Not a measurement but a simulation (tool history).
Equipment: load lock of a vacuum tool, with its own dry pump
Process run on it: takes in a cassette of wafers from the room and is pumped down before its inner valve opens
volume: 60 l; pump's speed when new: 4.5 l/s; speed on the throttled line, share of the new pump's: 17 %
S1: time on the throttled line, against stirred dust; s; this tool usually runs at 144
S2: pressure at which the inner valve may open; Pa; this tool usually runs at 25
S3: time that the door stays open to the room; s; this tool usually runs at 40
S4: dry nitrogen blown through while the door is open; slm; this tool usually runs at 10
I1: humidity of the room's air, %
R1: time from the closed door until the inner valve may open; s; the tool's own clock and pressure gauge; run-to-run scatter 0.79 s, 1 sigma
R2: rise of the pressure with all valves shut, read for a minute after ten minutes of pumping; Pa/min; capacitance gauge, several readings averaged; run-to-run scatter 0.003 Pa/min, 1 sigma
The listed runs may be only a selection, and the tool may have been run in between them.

| run | hour | S1 | S2 | S3 | S4 | I1 | R1 | R2 |
|---|---|---|---|---|---|---|---|---|
| 1 | 0.0 | 144 | 25 | 40 | 10 | 45.5 | 230.8 | 0.039 |
| 2 | 79.7 | 144 | 25 | 40 | 5 | 44.2 | 229.6 | 0.043 |
| 3 | 147.7 | 144 | 25 | 40 | 10 | 44.4 | 231.2 | 0.043 |
| 4 | 214.3 | 144 | 25 | 40 | 10 | 46.6 | 231.3 | 0.043 |
| 5 | 279.4 | 144 | 25 | 46 | 10 | 47.3 | 231.1 | 0.042 |
| 6 | 380.5 | 144 | 25 | 46 | 10 | 44.4 | 232.2 | 0.037 |
| 7 | 468.2 | 144 | 25 | 40 | 10 | 48.0 | 231.2 | 0.047 |
| 8 | 562.3 | 144 | 25 | 40 | 10 | 45.6 | 231.0 | 0.042 |
| 9 | 666.6 | 214 | 37 | 239 | 29 | 46.8 | 283.4 | 0.058 |
| 10 | 765.6 | 263 | 24 | 50 | 27 | 43.4 | 329.4 | 0.035 |
| 11 | 849.4 | 144 | 25 | 56 | 10 | 43.8 | 230.9 | 0.052 |
| 12 | 951.4 | 144 | 34 | 90 | 27 | 46.5 | 226.3 | 0.044 |
| 13 | 1020.0 | 141 | 34 | 32 | 32 | 44.9 | 225.0 | 0.030 |

Each row is a separate what-if for the run after 13, all from the same tool condition, not one after another. Results?
| A | 1066.7 | 202 | 25 | 40 | 10 | 40.2 | ? | ? |
| B | 1066.7 | 141 | 34 | 37 | 14 | 42.4 | ? | ? |
| C | 1066.7 | 144 | 25 | 40 | 43 | 45.2 | ? | ? |

| run | R1 | R2 |
|---|---|---|
| A | 280.4 | 0.042 |
| B | 224.4 | 0.038 |
| C | 232.2 | 0.024 |
Take away the tool's hidden state, keep each run's random variation, and the runs would have read:
| run | R1 | R2 |
|---|---|---|
| A | 279.7 | 0.027 |
| B | 223.6 | 0.023 |
| C | 231.4 | 0.008 |
